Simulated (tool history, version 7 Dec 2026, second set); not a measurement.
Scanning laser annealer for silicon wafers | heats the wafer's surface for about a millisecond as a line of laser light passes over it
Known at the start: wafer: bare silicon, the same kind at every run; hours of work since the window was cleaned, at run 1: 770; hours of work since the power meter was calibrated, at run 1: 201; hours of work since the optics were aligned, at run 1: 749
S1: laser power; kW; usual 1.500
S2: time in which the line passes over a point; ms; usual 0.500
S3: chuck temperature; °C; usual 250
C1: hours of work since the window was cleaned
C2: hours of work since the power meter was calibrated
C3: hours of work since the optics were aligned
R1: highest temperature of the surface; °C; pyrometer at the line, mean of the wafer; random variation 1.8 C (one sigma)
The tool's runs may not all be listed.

| run | hour | S1 | S2 | S3 | C1 | C2 | C3 | R1 |
|---|---|---|---|---|---|---|---|---|
| 1 | 0.0 | 1.500 | 0.500 | 250 | 770 | 201 | 749 | 1038 |
| 2 | 15.2 | 1.500 | 0.500 | 250 | 777 | 208 | 756 | 1039 |
| 3 | 42.2 | 1.500 | 0.500 | 250 | 789 | 220 | 768 | 1040 |
| 4 | 62.5 | 1.433 | 0.500 | 250 | 798 | 229 | 777 | 1002 |
|  | 84.7 | window over the wafer cleaned |
| 5 | 96.6 | 1.433 | 0.500 | 250 | 5 | 243 | 791 | 1021 |
| 6 | 112.7 | 1.433 | 0.500 | 250 | 12 | 250 | 798 | 1022 |
| 7 | 127.0 | 1.433 | 0.500 | 250 | 19 | 256 | 805 | 1021 |
| 8 | 150.1 | 1.433 | 0.500 | 250 | 29 | 267 | 815 | 1021 |
| 9 | 171.5 | 1.433 | 0.500 | 250 | 39 | 276 | 824 | 1019 |
| 10 | 193.2 | 1.433 | 0.500 | 250 | 48 | 286 | 834 | 1025 |
| 11 | 212.8 | 1.500 | 0.500 | 250 | 57 | 295 | 843 | 1056 |
| 12 | 235.9 | 1.500 | 0.500 | 250 | 67 | 305 | 853 | 1053 |
| 13 | 262.3 | 1.500 | 0.500 | 250 | 79 | 317 | 865 | 1054 |
| 14 | 279.2 | 1.500 | 0.500 | 250 | 86 | 324 | 872 | 1055 |
| 15 | 305.8 | 1.500 | 0.500 | 250 | 98 | 336 | 884 | 1053 |
| 16 | 336.8 | 1.500 | 0.500 | 250 | 112 | 350 | 898 | 1052 |
| 17 | 363.4 | 1.422 | 0.500 | 250 | 124 | 361 | 910 | 1015 |
| 18 | 397.2 | 1.500 | 0.379 | 250 | 139 | 376 | 925 | 929 |
| 19 | 425.4 | 1.500 | 0.537 | 250 | 151 | 389 | 937 | 1085 |
| 20 | 456.6 | 1.500 | 0.500 | 250 | 165 | 403 | 951 | 1051 |
| 21 | 481.1 | 1.500 | 0.365 | 250 | 176 | 414 | 962 | 916 |
| 22 | 513.5 | 1.500 | 0.455 | 250 | 190 | 428 | 976 | 1008 |
| 23 | 543.0 | 1.421 | 0.455 | 250 | 204 | 441 | 989 | 967 |
| 24 | 567.3 | 1.421 | 0.455 | 250 | 214 | 452 | 1000 | 966 |
| 25 | 589.5 | 1.421 | 0.455 | 250 | 224 | 462 | 1010 | 968 |
| 26 | 625.1 | 1.636 | 0.535 | 247 | 240 | 478 | 1026 | 1151 |
| 27 | 652.2 | 1.636 | 0.535 | 247 | 252 | 490 | 1038 | 1153 |
| 28 | 677.2 | 1.636 | 0.535 | 247 | 263 | 501 | 1049 | 1153 |
|  | 684.6 | optics aligned, line set to its width |
| 29 | 705.7 | 1.529 | 0.410 | 250 | 274 | 511 | 9 | 971 |
| 30 | 737.3 | 1.449 | 0.361 | 254 | 288 | 525 | 23 | 887 |
| 31 | 763.5 | 1.321 | 0.500 | 250 | 299 | 537 | 35 | 955 |
| 32 | 787.3 | 1.432 | 0.489 | 221 | 310 | 548 | 46 | 974 |
| 33 | 820.2 | 1.644 | 0.551 | 264 | 325 | 562 | 60 | 1184 |
|  | 838.9 | optics aligned, line set to its width, once more |
| 34 | 848.1 | 1.390 | 0.500 | 212 | 335 | 572 | 4 | 959 |
| 35 | 865.4 | 1.390 | 0.500 | 212 | 342 | 580 | 12 | 956 |
| 36 | 884.3 | 1.390 | 0.500 | 212 | 351 | 588 | 20 | 959 |
| 37 | 899.6 | 1.390 | 0.500 | 212 | 358 | 595 | 27 | 962 |
| 38 | 915.5 | 1.390 | 0.500 | 212 | 365 | 602 | 34 | 959 |
| 39 | 935.5 | 1.390 | 0.500 | 212 | 374 | 611 | 43 | 958 |
| 40 | 949.9 | 1.489 | 0.430 | 275 | 380 | 618 | 49 | 1004 |
| 41 | 982.3 | 1.489 | 0.430 | 275 | 394 | 632 | 64 | 1001 |
| 42 | 1005.6 | 1.422 | 0.381 | 215 | 405 | 642 | 74 | 863 |

3 ways to go on from here, each from the tool as it stands after run 42. What would each give?
| A | 1039.5 | 1.501 | 0.381 | 215 | 420 | 657 | 89 | ? |
| B | 1039.5 | 1.596 | 0.412 | 224 | 420 | 657 | 89 | ? |
| C | 1039.5 | 1.302 | 0.419 | 244 | 420 | 657 | 89 | ? |

| run | R1 |
|---|---|
| A | 895 |
| B | 981 |
| C | 874 |
Without the tool's hidden state the same runs would have given:
| run | R1 |
|---|---|
| A | 899 |
| B | 985 |
| C | 877 |
